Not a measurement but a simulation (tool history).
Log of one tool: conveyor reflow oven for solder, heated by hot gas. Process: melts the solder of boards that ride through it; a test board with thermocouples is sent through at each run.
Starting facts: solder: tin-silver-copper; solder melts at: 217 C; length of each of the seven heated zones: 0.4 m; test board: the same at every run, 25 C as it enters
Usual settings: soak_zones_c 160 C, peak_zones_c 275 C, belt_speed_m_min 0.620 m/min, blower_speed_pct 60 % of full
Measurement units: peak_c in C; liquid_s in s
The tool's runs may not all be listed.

run   hour  soak_zones_c  peak_zones_c  belt_speed_m_min  blower_speed_pct  peak_c  liquid_s
  1    0.0           160           275             0.620                60  253.56     53.50
  2   12.0           160           275             0.620                60  253.61     53.75
  3   25.5           160           275             0.620                60  253.48     53.46
  4   38.0           160           275             0.620                60  253.58     53.46
  5   53.1           160           275             0.620                60  253.52     53.57
  6   67.0           160           275             0.620                60  253.52     53.47
  7   77.0           174           275             0.620                60  256.08     60.17
  8   89.0           174           275             0.620                60  256.32     60.03
  9  103.2           174           275             0.620                60  256.07     60.17
 10  115.3           174           275             0.620                60  256.24     60.01
 11  127.5           160           275             0.620                60  253.45     53.57
 12  141.7           147           275             0.549                60  256.10     59.43
 13  154.1           147           275             0.549                60  256.01     59.68
 14  169.8           157           290             0.577                81  275.81     71.59
 15  179.7           157           290             0.577                81  275.91     71.49
 16  193.9           157           290             0.577                81  275.82     71.44
 17  202.5           157           275             0.708                60  247.00     40.35
 18  210.2           157           275             0.708                60  246.95     40.41
     215.3  -- belt drive overhauled, speed set with a stopwatch
 19  226.4           157           264             0.665                60  240.72     37.83
 20  242.0           156           284             0.656                71  262.33     55.13
     249.8  -- flux residue cleaned out of gas plates and filters
 21  262.6           156           284             0.656                71  262.35     55.36

4 ways to go on from here, each from the tool as it stands after run 21. What would each give?
  A  276.2           160           275             0.620                57       ?         ?
  B  276.2           156           284             0.693                71       ?         ?
  C  276.2           160           290             0.551                69       ?         ?
  D  276.2           160           275             0.705                60       ?         ?

run  peak_c  liquid_s
  A  252.15     52.24
  B  259.82     50.66
  C  274.47     74.96
  D  247.82     42.13
Take away the tool's hidden state, keep each run's random variation, and the runs would have read:
run  peak_c  liquid_s
  A  252.13     52.23
  B  259.81     50.65
  C  274.45     74.95
  D  247.81     42.12
